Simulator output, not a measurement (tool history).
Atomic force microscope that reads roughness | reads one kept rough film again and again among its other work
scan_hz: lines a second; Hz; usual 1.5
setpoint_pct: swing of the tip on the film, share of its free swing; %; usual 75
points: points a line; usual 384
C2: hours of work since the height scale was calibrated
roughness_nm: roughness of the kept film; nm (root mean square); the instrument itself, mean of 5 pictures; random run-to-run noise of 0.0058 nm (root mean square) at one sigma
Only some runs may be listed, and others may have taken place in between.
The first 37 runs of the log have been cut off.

Run 38, hour 1690.1: usual settings but points 635; pictures with this tip 254; C2 1232. Result: roughness_nm 0.976 nm (root mean square).
Run 39, hour 1730.9: usual settings but scan_hz 0.79 Hz, setpoint_pct 69 %; pictures with this tip 313; C2 1264. Result: roughness_nm 1.021 nm (root mean square).
At hour 1737.6: new tip fitted.
Run 40, hour 1794.7: usual settings but scan_hz 2.72 Hz, points 663; pictures with this tip 82; C2 1314. Result: roughness_nm 0.954 nm (root mean square).
Run 41, hour 1835.5: usual settings but scan_hz 2.72 Hz, setpoint_pct 69 %, points 446; pictures with this tip 140; C2 1347. Result: roughness_nm 0.983 nm (root mean square).
Run 42, hour 1870.4: usual settings but scan_hz 2.72 Hz, setpoint_pct 69 %, points 446; pictures with this tip 190; C2 1375. Result: roughness_nm 0.956 nm (root mean square).
Run 43, hour 1904.9: usual settings but scan_hz 2.93 Hz, setpoint_pct 73 %, points 372; pictures with this tip 240; C2 1402. Result: roughness_nm 0.907 nm (root mean square).
At hour 1958.6: new tip fitted.
Run 44, hour 1962: usual settings but scan_hz 2.68 Hz, setpoint_pct 73 %, points 372; pictures with this tip 5; C2 1447. Result: roughness_nm 0.985 nm (root mean square).
Run 45, hour 2018.9: usual settings but setpoint_pct 58 %; pictures with this tip 87; C2 1492. Result: roughness_nm 1.081 nm (root mean square).
Run 46, hour 2079.5: usual settings but setpoint_pct 58 %; pictures with this tip 174; C2 1540. Result: roughness_nm 1.049 nm (root mean square).
Run 47, hour 2123.9: usual settings but scan_hz 1.28 Hz, setpoint_pct 81 %, points 405; pictures with this tip 238; C2 1575. Result: roughness_nm 0.946 nm (root mean square).
Run 48, hour 2165.6: usual settings but scan_hz 1.28 Hz, setpoint_pct 81 %, points 405; pictures with this tip 298; C2 1609. Result: roughness_nm 0.94 nm (root mean square).
At hour 2182.1: new tip fitted.
Run 49, hour 2202.2: usual settings but scan_hz 1.28 Hz, setpoint_pct 77 %, points 340; pictures with this tip 29; C2 1637. Result: roughness_nm 1.04 nm (root mean square).
At hour 2258: height scale calibrated on a step standard.
Run 50, hour 2271.9: usual settings but scan_hz 1.28 Hz, setpoint_pct 77 %, points 340; pictures with this tip 128; C2 11. Result: roughness_nm 1.026 nm (root mean square).
Run 51, hour 2313.6: usual settings but scan_hz 1.28 Hz, setpoint_pct 77 %, points 340; pictures with this tip 187; C2 44. Result: roughness_nm 1.013 nm (root mean square).

Consider 5 possible next runs. They are alternatives, not a sequence: every one starts from the tool as it was left by run 51. What does each give?
Run A, hour 2378.5: usual settings but scan_hz 3.28 Hz, setpoint_pct 73 %, points 288; pictures with this tip 281; C2 96. Result: roughness_nm ?.
Run B, hour 2378.5: usual settings but scan_hz 0.79 Hz, setpoint_pct 57 %, points 340; pictures with this tip 281; C2 96. Result: roughness_nm ?.
Run C, hour 2378.5: usual settings but scan_hz 0.74 Hz, setpoint_pct 73 %, points 967; pictures with this tip 281; C2 96. Result: roughness_nm ?.
Run D, hour 2378.5: usual settings but scan_hz 1.28 Hz, setpoint_pct 77 %, points 917; pictures with this tip 281; C2 96. Result: roughness_nm ?.
Run E, hour 2378.5: usual settings but scan_hz 1.35 Hz, setpoint_pct 71 %, points 716; pictures with this tip 281; C2 96. Result: roughness_nm ?.

run  roughness_nm
  A         0.892
  B         1.056
  C         1.029
  D         0.989
  E         1.008
Without the tool's unlogged condition, the same runs would have read:
run  roughness_nm
  A          0.97
  B         1.149
  C         1.119
  D         1.075
  E         1.096
